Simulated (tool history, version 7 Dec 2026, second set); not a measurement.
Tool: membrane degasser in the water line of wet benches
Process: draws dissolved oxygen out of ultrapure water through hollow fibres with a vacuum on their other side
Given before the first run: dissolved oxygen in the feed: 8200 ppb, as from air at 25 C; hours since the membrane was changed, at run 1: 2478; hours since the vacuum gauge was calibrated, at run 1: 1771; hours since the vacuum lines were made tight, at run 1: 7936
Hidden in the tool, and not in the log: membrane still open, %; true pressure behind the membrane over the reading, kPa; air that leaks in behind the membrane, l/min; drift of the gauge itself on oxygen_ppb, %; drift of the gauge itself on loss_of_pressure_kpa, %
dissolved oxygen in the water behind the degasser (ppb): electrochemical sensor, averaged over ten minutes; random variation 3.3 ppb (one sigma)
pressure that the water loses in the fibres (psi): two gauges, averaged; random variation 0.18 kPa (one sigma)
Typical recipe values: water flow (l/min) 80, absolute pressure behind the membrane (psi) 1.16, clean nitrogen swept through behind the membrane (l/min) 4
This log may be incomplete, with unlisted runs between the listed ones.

| run | hour | water flow (l/min) | absolute pressure behind the membrane (psi) | clean nitrogen swept through behind the membrane (l/min) | hours since the membrane was changed | hours since the vacuum gauge was calibrated | hours since the vacuum lines were made tight | dissolved oxygen in the water behind the degasser (ppb) | pressure that the water loses in the fibres (psi) |
|---|---|---|---|---|---|---|---|---|---|
| 1 | 0 | 80 | 1.16 | 4 | 2478 | 1771 | 7936 | 378 | 5.208 |
| 2 | 134.8 | 80 | 1.16 | 4 | 2613 | 1905 | 8071 | 374.5 | 5.223 |
| 3 | 227 | 80 | 1.16 | 4 | 2706 | 1998 | 8163 | 380.7 | 5.216 |
| 4 | 378.4 | 80 | 1.16 | 4 | 2857 | 2149 | 8314 | 378.5 | 5.192 |
| 5 | 445.7 | 80 | 1.16 | 4 | 2924 | 2216 | 8381 | 378 | 5.181 |
|  | 552 | seals of the vacuum lines changed |
| 6 | 586 | 80 | 1.16 | 4 | 3062 | 2355 | 34 | 378.3 | 5.117 |
| 7 | 687.1 | 80 | 1.16 | 4 | 3164 | 2456 | 135 | 375 | 5.2 |
| 8 | 777.3 | 80 | 1.16 | 4 | 3254 | 2546 | 225 | 377.4 | 5.12 |
| 9 | 913.5 | 55 | 1.16 | 4 | 3390 | 2682 | 362 | 257.8 | 3.548 |
| 10 | 1040.3 | 92 | 1.16 | 4 | 3517 | 2809 | 488 | 432 | 5.942 |
| 11 | 1172.2 | 92 | 1.16 | 4 | 3649 | 2941 | 620 | 430.1 | 5.929 |
| 12 | 1311 | 92 | 1.16 | 4 | 3787 | 3080 | 759 | 435.8 | 5.939 |
| 13 | 1462.4 | 92 | 1.16 | 4 | 3939 | 3231 | 910 | 438.8 | 5.909 |
|  | 1500.8 | vacuum gauge calibrated |
| 14 | 1569.4 | 92 | 1.16 | 4 | 4045 | 69 | 1017 | 429.6 | 5.88 |
| 15 | 1682.7 | 80 | 1.102 | 4 | 4159 | 182 | 1130 | 360.7 | 5.142 |
| 16 | 1829.8 | 99 | 1.102 | 4 | 4306 | 329 | 1277 | 443.2 | 6.311 |
| 17 | 1916.7 | 99 | 1.102 | 4 | 4393 | 416 | 1364 | 443 | 6.322 |
| 18 | 2016.8 | 99 | 1.102 | 4 | 4493 | 516 | 1464 | 440.8 | 6.325 |
| 19 | 2085.2 | 99 | 1.102 | 4 | 4561 | 584 | 1533 | 441.7 | 6.295 |
| 20 | 2182 | 115 | 0.908 | 4 | 4658 | 681 | 1630 | 436.4 | 7.358 |
| 21 | 2269.6 | 87 | 1.16 | 2.59 | 4746 | 769 | 1717 | 507.7 | 5.517 |
| 22 | 2388.9 | 104 | 1.16 | 4.06 | 4865 | 888 | 1836 | 479.7 | 6.649 |
| 23 | 2499.8 | 61 | 1.16 | 4.06 | 4976 | 999 | 1947 | 286.9 | 3.896 |
| 24 | 2649.8 | 80 | 1.101 | 2.13 | 5126 | 1149 | 2097 | 490.1 | 5.123 |
| 25 | 2800.8 | 80 | 1.101 | 2.13 | 5277 | 1300 | 2248 | 483.3 | 5.084 |
| 26 | 2889.9 | 80 | 0.847 | 6.95 | 5366 | 1389 | 2337 | 241.9 | 5.084 |
| 27 | 2968.8 | 70 | 1.523 | 4 | 5445 | 1468 | 2416 | 421.3 | 4.428 |
| 28 | 3104.8 | 70 | 1.523 | 4 | 5581 | 1604 | 2552 | 421.6 | 4.451 |
| 29 | 3206 | 69 | 1.091 | 6.44 | 5682 | 1705 | 2654 | 252.8 | 4.357 |
|  | 3265.7 | gauge calibrated |
| 30 | 3281.9 | 79 | 0.719 | 6.92 | 5758 | 1781 | 2729 | 213.2 | 5.168 |
| 31 | 3419.8 | 72 | 0.719 | 11.08 | 5896 | 1919 | 2867 | 183.4 | 4.667 |
| 32 | 3565.9 | 55 | 0.785 | 3.17 | 6042 | 2065 | 3013 | 193 | 3.581 |

Same runs, no hidden state in the tool, same run-to-run variation:
| run | pressure that the water loses in the fibres (psi) |
|---|---|
| 1 | 5.207 |
| 2 | 5.227 |
| 3 | 5.223 |
| 4 | 5.208 |
| 5 | 5.198 |
| 6 | 5.142 |
| 7 | 5.227 |
| 8 | 5.15 |
| 9 | 3.574 |
| 10 | 5.992 |
| 11 | 5.986 |
| 12 | 6.002 |
| 13 | 5.98 |
| 14 | 5.955 |
| 15 | 5.211 |
| 16 | 6.405 |
| 17 | 6.421 |
| 18 | 6.43 |
| 19 | 6.402 |
| 20 | 7.49 |
| 21 | 5.62 |
| 22 | 6.779 |
| 23 | 3.975 |
| 24 | 5.234 |
| 25 | 5.201 |
| 26 | 5.205 |
| 27 | 4.537 |
| 28 | 4.566 |
| 29 | 4.473 |
| 30 | 5.165 |
| 31 | 4.67 |
| 32 | 3.588 |
dissolved oxygen in the water behind the degasser (ppb): within 0.4 of the measured result in every run.
